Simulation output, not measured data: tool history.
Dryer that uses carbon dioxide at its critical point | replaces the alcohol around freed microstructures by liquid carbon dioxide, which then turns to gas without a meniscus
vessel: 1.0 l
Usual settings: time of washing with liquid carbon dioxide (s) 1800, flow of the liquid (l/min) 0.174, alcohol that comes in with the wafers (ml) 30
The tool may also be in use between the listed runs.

run   hour  time of washing with liquid carbon dioxide (s)  flow of the liquid (l/min)  alcohol that comes in with the wafers (ml)  alcohol left in the vessel before it's heated (ppm by volume)
  1    0.0                                            1800                       0.174                                          30                                                            679
  2   41.1                                            1800                       0.174                                          30                                                            669
  3   58.4                                            1800                       0.276                                          30                                                            127
  4  100.6                                            1800                       0.174                                          30                                                            709
  5  143.4                                            2700                       0.174                                          30                                                            163
  6  165.1                                            2700                       0.174                                          30                                                            169
  7  184.6                                            2700                       0.174                                          30                                                            165
  8  207.0                                            2700                       0.174                                          30                                                            172
  9  237.2                                            2700                       0.174                                          30                                                            175

Run 10 comes next. What will it give?
 10  276.7                                            1800                       0.174                                          39                                                              ?

Run 10 gave alcohol left in the vessel before it's heated (ppm by volume) 989.
Without the tool's hidden state the same run would have given alcohol left in the vessel before it's heated (ppm by volume) 704.
